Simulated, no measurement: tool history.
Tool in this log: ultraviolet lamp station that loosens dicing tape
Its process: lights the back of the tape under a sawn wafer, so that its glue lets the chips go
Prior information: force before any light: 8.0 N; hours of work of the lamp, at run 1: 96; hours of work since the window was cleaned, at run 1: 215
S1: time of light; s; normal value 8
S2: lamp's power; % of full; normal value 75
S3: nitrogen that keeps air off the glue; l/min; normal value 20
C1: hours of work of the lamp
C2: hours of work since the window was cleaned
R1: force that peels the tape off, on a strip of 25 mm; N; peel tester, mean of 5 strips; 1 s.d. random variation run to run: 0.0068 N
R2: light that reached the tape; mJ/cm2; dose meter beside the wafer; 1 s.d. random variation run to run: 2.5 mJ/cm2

{"run": 1, "day": 0.0, "S1": 8, "S2": 75, "S3": 20, "C1": 96, "C2": 215, "R1": 0.302, "R2": 263}
{"run": 2, "day": 0.642, "S1": 8, "S2": 75, "S3": 20, "C1": 103, "C2": 222, "R1": 0.292, "R2": 263}
{"run": 3, "day": 1.071, "S1": 8, "S2": 75, "S3": 20, "C1": 107, "C2": 226, "R1": 0.313, "R2": 265}
{"run": 4, "day": 1.788, "S1": 8, "S2": 75, "S3": 30, "C1": 115, "C2": 234, "R1": 0.241, "R2": 260}
{"run": 5, "day": 2.371, "S1": 7, "S2": 75, "S3": 20, "C1": 121, "C2": 240, "R1": 0.436, "R2": 220}
{"run": 6, "day": 2.929, "S1": 7, "S2": 75, "S3": 20, "C1": 127, "C2": 246, "R1": 0.429, "R2": 223}
{"run": 7, "day": 3.483, "S1": 7, "S2": 75, "S3": 20, "C1": 133, "C2": 252, "R1": 0.428, "R2": 221}
{"run": 8, "day": 4.208, "S1": 8, "S2": 75, "S3": 31, "C1": 141, "C2": 260, "R1": 0.231, "R2": 256}
{"run": 9, "day": 4.954, "S1": 8, "S2": 75, "S3": 31, "C1": 149, "C2": 268, "R1": 0.231, "R2": 253}
{"run": 10, "day": 5.375, "S1": 8, "S2": 75, "S3": 20, "C1": 153, "C2": 272, "R1": 0.331, "R2": 251}
{"run": 11, "day": 6.175, "S1": 8, "S2": 75, "S3": 20, "C1": 162, "C2": 281, "R1": 0.329, "R2": 252}
{"run": 12, "day": 6.588, "S1": 8, "S2": 75, "S3": 20, "C1": 166, "C2": 285, "R1": 0.343, "R2": 251}
{"day": 6.671, "done": "window cleaned of glue's vapour"}
{"run": 13, "day": 7.329, "S1": 6, "S2": 75, "S3": 20, "C1": 174, "C2": 7, "R1": 0.785, "R2": 176}
{"run": 14, "day": 7.733, "S1": 6, "S2": 75, "S3": 20, "C1": 178, "C2": 11, "R1": 0.774, "R2": 173}
{"run": 15, "day": 8.254, "S1": 6, "S2": 75, "S3": 20, "C1": 184, "C2": 17, "R1": 0.782, "R2": 174}
{"run": 16, "day": 8.996, "S1": 6, "S2": 75, "S3": 20, "C1": 192, "C2": 25, "R1": 0.759, "R2": 172}
{"run": 17, "day": 9.746, "S1": 6, "S2": 75, "S3": 20, "C1": 200, "C2": 33, "R1": 0.776, "R2": 171}
{"run": 18, "day": 10.325, "S1": 8, "S2": 75, "S3": 20, "C1": 206, "C2": 39, "R1": 0.424, "R2": 228}

What will run 19 give?
{"run": 19, "day": 10.808, "S1": 4, "S2": 77, "S3": 33, "C1": 211, "C2": 44, "R1": "?", "R2": "?"}

Run 19 came out at R1 1.199 N, R2 119 mJ/cm2.
With the hidden condition absent and the run-to-run variation left alone, this run would have shown R1 0.679 N, R2 158 mJ/cm2.
